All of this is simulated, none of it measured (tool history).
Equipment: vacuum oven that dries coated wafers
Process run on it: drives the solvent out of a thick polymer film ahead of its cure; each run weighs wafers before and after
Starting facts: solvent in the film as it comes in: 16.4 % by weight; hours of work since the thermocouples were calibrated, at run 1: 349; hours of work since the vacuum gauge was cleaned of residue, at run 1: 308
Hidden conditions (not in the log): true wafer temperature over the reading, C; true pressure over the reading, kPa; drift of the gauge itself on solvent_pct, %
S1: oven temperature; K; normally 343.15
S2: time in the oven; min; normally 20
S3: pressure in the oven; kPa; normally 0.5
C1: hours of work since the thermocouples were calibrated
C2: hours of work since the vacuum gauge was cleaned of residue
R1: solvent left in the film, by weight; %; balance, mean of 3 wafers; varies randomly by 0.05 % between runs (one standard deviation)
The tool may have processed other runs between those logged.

run 1 hour=0 | S1=343.15 S2=20 S3=0.5 | C1=349 C2=308 | R1=3.15
run 2 hour=20.1 | S1=343.15 S2=20 S3=0.853 | C1=357 C2=316 | R1=3.54
run 3 hour=43 | S1=343.15 S2=20 S3=0.853 | C1=367 C2=326 | R1=3.55
run 4 hour=60.2 | S1=343.15 S2=20 S3=0.5 | C1=374 C2=333 | R1=3.11
run 5 hour=75.7 | S1=343.15 S2=20 S3=0.5 | C1=380 C2=339 | R1=3.1
run 6 hour=97.8 | S1=343.15 S2=20 S3=0.5 | C1=390 C2=349 | R1=3.13
run 7 hour=112.8 | S1=343.15 S2=20 S3=0.5 | C1=396 C2=355 | R1=3.14
run 8 hour=123.8 | S1=343.15 S2=34 S3=0.5 | C1=401 C2=359 | R1=1.63
run 9 hour=140.4 | S1=343.15 S2=34 S3=0.5 | C1=408 C2=366 | R1=1.54
run 10 hour=151.7 | S1=343.15 S2=34 S3=0.5 | C1=412 C2=371 | R1=1.64
run 11 hour=167 | S1=343.15 S2=34 S3=0.5 | C1=419 C2=378 | R1=1.56
run 12 hour=191.7 | S1=343.15 S2=20 S3=0.5 | C1=429 C2=388 | R1=3.1
run 13 hour=213 | S1=349.15 S2=12 S3=0.343 | C1=438 C2=397 | R1=3.58
run 14 hour=230.1 | S1=339.15 S2=23 S3=0.255 | C1=445 C2=404 | R1=3.27
run 15 hour=249.4 | S1=339.15 S2=13 S3=0.255 | C1=453 C2=412 | R1=5.82
run 16 hour=262.2 | S1=339.15 S2=17 S3=1.179 | C1=459 C2=417 | R1=5.8
run 17 hour=284.9 | S1=339.15 S2=23 S3=1.451 | C1=468 C2=427 | R1=4.97
run 18 hour=295.8 | S1=339.15 S2=20 S3=0.266 | C1=473 C2=432 | R1=3.81
run 19 hour=315.7 | S1=351.15 S2=32 S3=0.7 | C1=481 C2=440 | R1=1.02
run 20 hour=329.8 | S1=330.15 S2=12 S3=0.588 | C1=487 C2=446 | R1=9.1
run 21 hour=344.4 | S1=331.15 S2=22 S3=0.5 | C1=493 C2=452 | R1=6.12
run 22 hour=362.5 | S1=343.15 S2=21 S3=0.605 | C1=501 C2=460 | R1=3.09
run 23 hour=379.7 | S1=343.15 S2=21 S3=0.605 | C1=508 C2=467 | R1=2.95
run 24 hour=401.7 | S1=333.15 S2=20 S3=0.89 | C1=517 C2=476 | R1=6.48

Consider 4 possible next runs. They are alternatives, not a sequence: every one starts from the tool as it was left by run 24. What does each give?
run A hour=422.7 | S1=342.15 S2=29 S3=1.018 | C1=526 C2=485 | R1=?
run B hour=422.7 | S1=340.15 S2=18 S3=0.873 | C1=526 C2=485 | R1=?
run C hour=422.7 | S1=330.15 S2=20 S3=0.89 | C1=526 C2=485 | R1=?
run D hour=422.7 | S1=352.15 S2=22 S3=1.583 | C1=526 C2=485 | R1=?

run=A R1=2.78
run=B R1=4.81
run=C R1=7.47
run=D R1=2.26
Without the tool's hidden state the same runs would have given:
run=A R1=2.85
run=B R1=4.94
run=C R1=7.59
run=D R1=2.32
